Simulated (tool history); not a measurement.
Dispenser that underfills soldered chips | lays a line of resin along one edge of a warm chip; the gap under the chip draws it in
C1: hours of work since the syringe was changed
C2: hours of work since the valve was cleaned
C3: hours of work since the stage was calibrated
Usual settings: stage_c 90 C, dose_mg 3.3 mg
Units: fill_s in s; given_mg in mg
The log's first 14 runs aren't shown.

At hour 78.3: new syringe of resin.
Run 15, hour 82.7: usual settings; C1 3; C2 27; C3 144. Result: fill_s 43.6 s, given_mg 3.27 mg.
At hour 87.1: new syringe of resin.
Run 16, hour 88.3: usual settings; C1 1; C2 30; C3 148. Result: fill_s 39.7 s, given_mg 3.268 mg.
At hour 95.6: new syringe of resin.
Run 17, hour 95.6: usual settings; C1 0; C2 35; C3 152. Result: fill_s 35.9 s, given_mg 3.264 mg.
Run 18, hour 99.6: usual settings but dose_mg 3.9 mg; C1 3; C2 37; C3 155. Result: fill_s 41 s, given_mg 3.851 mg.
Run 19, hour 103.2: usual settings but stage_c 93 C, dose_mg 3.91 mg; C1 5; C2 40; C3 157. Result: fill_s 43.6 s, given_mg 3.864 mg.
At hour 104.4: new syringe of resin.
Run 20, hour 107.9: usual settings but stage_c 103 C, dose_mg 4.08 mg; C1 2; C2 43; C3 160. Result: fill_s 25.5 s, given_mg 4.028 mg.
At hour 113: new syringe of resin.
Run 21, hour 113.1: usual settings but stage_c 103 C, dose_mg 3.14 mg; C1 0; C2 46; C3 163. Result: fill_s 22.6 s, given_mg 3.099 mg.
Run 22, hour 119: usual settings but stage_c 92 C, dose_mg 2.8 mg; C1 4; C2 50; C3 167. Result: fill_s 43.6 s, given_mg 2.752 mg.
At hour 121.4: new syringe of resin.
Run 23, hour 126.6: usual settings but stage_c 91 C, dose_mg 2.83 mg; C1 3; C2 54; C3 172. Result: fill_s 44.2 s, given_mg 2.784 mg.
At hour 130: new syringe of resin.
Run 24, hour 130.6: usual settings but stage_c 104 C, dose_mg 3.54 mg; C1 0; C2 57; C3 175. Result: fill_s 21.7 s, given_mg 3.481 mg.

The next listed run, before its measurement:
Run 25, hour 138: usual settings but stage_c 95 C; C1 5; C2 62; C3 179. Result: fill_s ?, given_mg ?.

{"run 25": {"fill_s": 41.1, "given_mg": 3.241}}
Without the tool's hidden state the same run would have given fill_s 29 s, given_mg 3.303 mg.

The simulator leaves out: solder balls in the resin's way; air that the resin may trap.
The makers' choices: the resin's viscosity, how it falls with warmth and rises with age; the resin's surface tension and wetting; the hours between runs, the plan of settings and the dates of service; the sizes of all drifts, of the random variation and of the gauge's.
